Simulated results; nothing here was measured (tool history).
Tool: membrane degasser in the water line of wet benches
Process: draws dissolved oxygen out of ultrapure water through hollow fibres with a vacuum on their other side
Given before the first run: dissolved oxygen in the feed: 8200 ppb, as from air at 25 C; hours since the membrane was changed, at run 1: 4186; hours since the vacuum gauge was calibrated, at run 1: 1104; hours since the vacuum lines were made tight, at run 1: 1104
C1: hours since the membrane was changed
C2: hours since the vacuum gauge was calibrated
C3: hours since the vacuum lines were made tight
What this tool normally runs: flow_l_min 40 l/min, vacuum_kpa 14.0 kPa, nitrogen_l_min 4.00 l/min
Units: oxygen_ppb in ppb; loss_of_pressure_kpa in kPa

Run 1, hour 0.0: usual settings; C1 4186; C2 1104; C3 1104. Result: oxygen_ppb 452.1 ppb, loss_of_pressure_kpa 38.77 kPa.
Run 2, hour 67.0: usual settings; C1 4253; C2 1171; C3 1171. Result: oxygen_ppb 451.1 ppb, loss_of_pressure_kpa 39.29 kPa.
Run 3, hour 159.0: usual settings but nitrogen_l_min 2.61 l/min; C1 4345; C2 1263; C3 1263. Result: oxygen_ppb 562.2 ppb, loss_of_pressure_kpa 38.70 kPa.
Run 4, hour 233.6: usual settings but nitrogen_l_min 2.61 l/min; C1 4420; C2 1338; C3 1338. Result: oxygen_ppb 553.3 ppb, loss_of_pressure_kpa 38.85 kPa.
Run 5, hour 343.2: usual settings; C1 4529; C2 1447; C3 1447. Result: oxygen_ppb 445.6 ppb, loss_of_pressure_kpa 39.11 kPa.
Run 6, hour 414.6: usual settings but nitrogen_l_min 2.16 l/min; C1 4601; C2 1519; C3 1519. Result: oxygen_ppb 617.8 ppb, loss_of_pressure_kpa 38.82 kPa.
Run 7, hour 498.5: usual settings but vacuum_kpa 10.1 kPa, nitrogen_l_min 2.16 l/min; C1 4685; C2 1603; C3 1603. Result: oxygen_ppb 473.0 ppb, loss_of_pressure_kpa 38.63 kPa.
Run 8, hour 589.4: usual settings but vacuum_kpa 10.1 kPa, nitrogen_l_min 2.16 l/min; C1 4776; C2 1694; C3 1694. Result: oxygen_ppb 475.1 ppb, loss_of_pressure_kpa 38.72 kPa.
Run 9, hour 672.6: usual settings but vacuum_kpa 10.1 kPa, nitrogen_l_min 2.16 l/min; C1 4859; C2 1777; C3 1777. Result: oxygen_ppb 466.2 ppb, loss_of_pressure_kpa 39.11 kPa.
Run 10, hour 772.1: usual settings but vacuum_kpa 10.1 kPa, nitrogen_l_min 2.16 l/min; C1 4958; C2 1876; C3 1876. Result: oxygen_ppb 473.4 ppb, loss_of_pressure_kpa 39.14 kPa.
Run 11, hour 884.9: usual settings but flow_l_min 45 l/min, nitrogen_l_min 5.39 l/min; C1 5071; C2 1989; C3 1989. Result: oxygen_ppb 462.8 ppb, loss_of_pressure_kpa 43.93 kPa.
Run 12, hour 1026.5: usual settings but flow_l_min 45 l/min, nitrogen_l_min 5.39 l/min; C1 5213; C2 2131; C3 2131. Result: oxygen_ppb 459.4 ppb, loss_of_pressure_kpa 44.14 kPa.
Run 13, hour 1111.5: usual settings but flow_l_min 26 l/min, nitrogen_l_min 6.23 l/min; C1 5298; C2 2216; C3 2216. Result: oxygen_ppb 186.8 ppb, loss_of_pressure_kpa 25.69 kPa.

What if the next run were any one of these 4? Each begins from the tool's condition after run 13:
Run A, hour 1224.6: usual settings but flow_l_min 32 l/min, nitrogen_l_min 5.01 l/min; C1 5411; C2 2329; C3 2329. Result: oxygen_ppb ?, loss_of_pressure_kpa ?.
Run B, hour 1224.6: usual settings but flow_l_min 28 l/min, vacuum_kpa 10.8 kPa, nitrogen_l_min 8.81 l/min; C1 5411; C2 2329; C3 2329. Result: oxygen_ppb ?, loss_of_pressure_kpa ?.
Run C, hour 1224.6: usual settings but flow_l_min 37 l/min, nitrogen_l_min 6.23 l/min; C1 5411; C2 2329; C3 2329. Result: oxygen_ppb ?, loss_of_pressure_kpa ?.
Run D, hour 1224.6: usual settings but flow_l_min 52 l/min, vacuum_kpa 30.6 kPa, nitrogen_l_min 7.53 l/min; C1 5411; C2 2329; C3 2329. Result: oxygen_ppb ?, loss_of_pressure_kpa ?.

run  oxygen_ppb  loss_of_pressure_kpa
  A       281.5                 31.49
  B       151.2                 27.61
  C       321.7                 36.31
  D       730.0                 51.05
Without the tool's unlogged condition, the same runs would have read:
run  oxygen_ppb  loss_of_pressure_kpa
  A       280.9                 31.00
  B       150.7                 27.18
  C       321.0                 35.74
  D       728.9                 50.25
